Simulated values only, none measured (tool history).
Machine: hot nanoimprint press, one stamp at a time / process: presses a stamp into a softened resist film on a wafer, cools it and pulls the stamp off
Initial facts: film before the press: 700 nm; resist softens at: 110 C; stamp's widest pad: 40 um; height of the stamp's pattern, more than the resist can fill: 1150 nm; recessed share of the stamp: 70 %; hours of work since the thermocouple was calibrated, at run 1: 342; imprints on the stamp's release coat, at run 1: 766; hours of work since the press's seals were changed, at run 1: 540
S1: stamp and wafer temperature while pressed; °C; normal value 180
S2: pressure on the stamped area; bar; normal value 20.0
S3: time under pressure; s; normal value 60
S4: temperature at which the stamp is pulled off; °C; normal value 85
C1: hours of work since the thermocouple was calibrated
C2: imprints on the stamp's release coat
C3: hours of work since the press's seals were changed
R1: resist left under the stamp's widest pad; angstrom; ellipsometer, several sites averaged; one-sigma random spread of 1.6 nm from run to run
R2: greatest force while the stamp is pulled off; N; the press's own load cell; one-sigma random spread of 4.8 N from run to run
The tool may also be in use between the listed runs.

run   hour   S1    S2   S3  S4   C1   C2   C3    R1   R2
  1    0.0  180  20.0   60  85  342  766  540  2705  258
      17.4  -- press's hydraulic seals changed and the load cell set to zero
  2   36.5  180  20.0   60  85  363  843   14  2634  270
      50.9  -- stamp cleaned and given a new release coat
  3   74.7  180  20.0   60  85  386   64   37  2638  247
  4   99.1  180  20.0   60  85  403  130   54  2673  244
     114.8  -- plate thermocouple calibrated
  5  138.7  180  20.0   38  85   17  229   80  3054  246
  6  159.4  180  20.0   60  85   32  285   95  2607  249
  7  195.6  180  20.0   60  85   58  383  121  2615  242
  8  234.8  180  20.0   60  85   86  489  149  2623  259
  9  252.5  180  13.5   60  85   99  537  162  3215  257
 10  276.8  180  13.5   60  85  116  603  179  3248  256
 11  307.0  180  18.5   60  85  138  685  201  2789  260
 12  330.9  180  18.5   60  85  155  750  218  2751  271
 13  364.7  180  20.0   88  85  179  841  242  2329  266
     379.9  -- stamp cleaned and given a new release coat
 14  396.4  180  20.0   60  85  197   44  261  2654  236
 15  437.7  180  20.0   60  85  227  156  290  2673  234
 16  460.1  191  20.0   56  85  243  217  306  1993  239
 17  491.6  191  20.0   56  85  265  302  329  2007  246
 18  522.6  191  20.0   56  85  288  386  351  2002  256
 19  544.9  177  13.8   59  85  304  446  367  3568  254
 20  563.8  177  25.8   59  88  317  498  380  2625  238
 21  599.5  177  25.8   59  88  343  594  406  2606  249
 22  620.8  172  20.0   60  85  358  652  421  3449  260
 23  637.9  172  20.0   34  80  370  698  433  4158  290
 24  677.6  172  20.0  107  75  399  806  462  2853  306
     700.2  -- plate thermocouple calibrated
     706.2  -- stamp cleaned and given a new release coat
 25  724.2  184  19.9   49  75   13   48  489  2509  264
 26  756.2  185  27.0   39  89   36  135  512  2289  225
 27  793.5  180  16.6   74  85   62  236  538  2696  240
     815.5  -- press's hydraulic seals changed and the load cell set to zero
 28  839.6  180  27.9   60  85   90  339   17  2181  246
 29  871.2  190  14.9   60  77  112  425   40  2336  275

Here are 3 independent what-if runs from the current tool condition. What would each one return?
  A  908.4  180  25.0   71  87  139  525  66   ?   ?
  B  908.4  190  14.9  114  79  139  525  66   ?   ?
  C  908.4  180  22.9   56  85  139  525  66   ?   ?

run    R1   R2
  A  2190  256
  B  1819  274
  C  2532  253
Take away the tool's hidden state, keep each run's random variation, and the runs would have read:
run    R1   R2
  A  2138  233
  B  1783  250
  C  2475  230
